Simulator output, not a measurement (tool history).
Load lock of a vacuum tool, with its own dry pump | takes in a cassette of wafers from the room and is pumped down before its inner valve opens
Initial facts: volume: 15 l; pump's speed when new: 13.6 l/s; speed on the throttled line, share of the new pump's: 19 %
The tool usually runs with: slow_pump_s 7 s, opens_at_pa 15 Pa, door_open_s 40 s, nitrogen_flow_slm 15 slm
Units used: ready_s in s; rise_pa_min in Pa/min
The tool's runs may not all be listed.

run,day,slow_pump_s,opens_at_pa,door_open_s,nitrogen_flow_slm,"incoming humidity of the room's air, %",ready_s,rise_pa_min
1,0,7,15,40,15,49.3,15.3,0.145
2,4.054,7,15,40,15,45.4,15.2,0.15
3,7.333,7,15,40,4,49.6,15.5,0.184
4,11.371,7,21,40,15,44.8,15.2,0.155
5,15.025,7,12,40,15,44.3,15.6,0.17
6,17.504,7,15,141,15,46,15.5,0.241
7,21.662,7,15,40,15,45,15.2,0.176
8,26.088,7,15,40,42,46.3,15.2,0.163
9,28.667,7,15,40,42,45.2,15.2,0.172
10,31.958,7,15,40,12,47.5,15.6,0.197
11,36.817,4,15,173,15,45.8,12.8,0.29
12,41.325,11,23,232,41,43.9,18.1,0.262
13,45.067,7,11,31,15,43.7,15.8,0.208
14,50.417,7,11,31,15,40.7,16.2,0.206
15,55.654,7,22,31,15,41.1,14.6,0.229
16,58.8,7,22,40,15,45.8,14.9,0.233
17,61.308,7,22,223,14,43.9,14.8,0.353
18,66.55,7,24,223,14,41.3,14.8,0.356

Forecast each of these 3 alternatives for the next run:
A,70.204,7,21,223,14,45.2,?,?
B,70.204,5,15,223,15,46.3,?,?
C,70.204,13,24,223,15,44.7,?,?

run,ready_s,rise_pa_min
A,14.9,0.376
B,13.7,0.376
C,19.8,0.374
Take away the tool's hidden state, keep each run's random variation, and the runs would have read:
run,ready_s,rise_pa_min
A,15,0.162
B,13.8,0.163
C,19.8,0.16
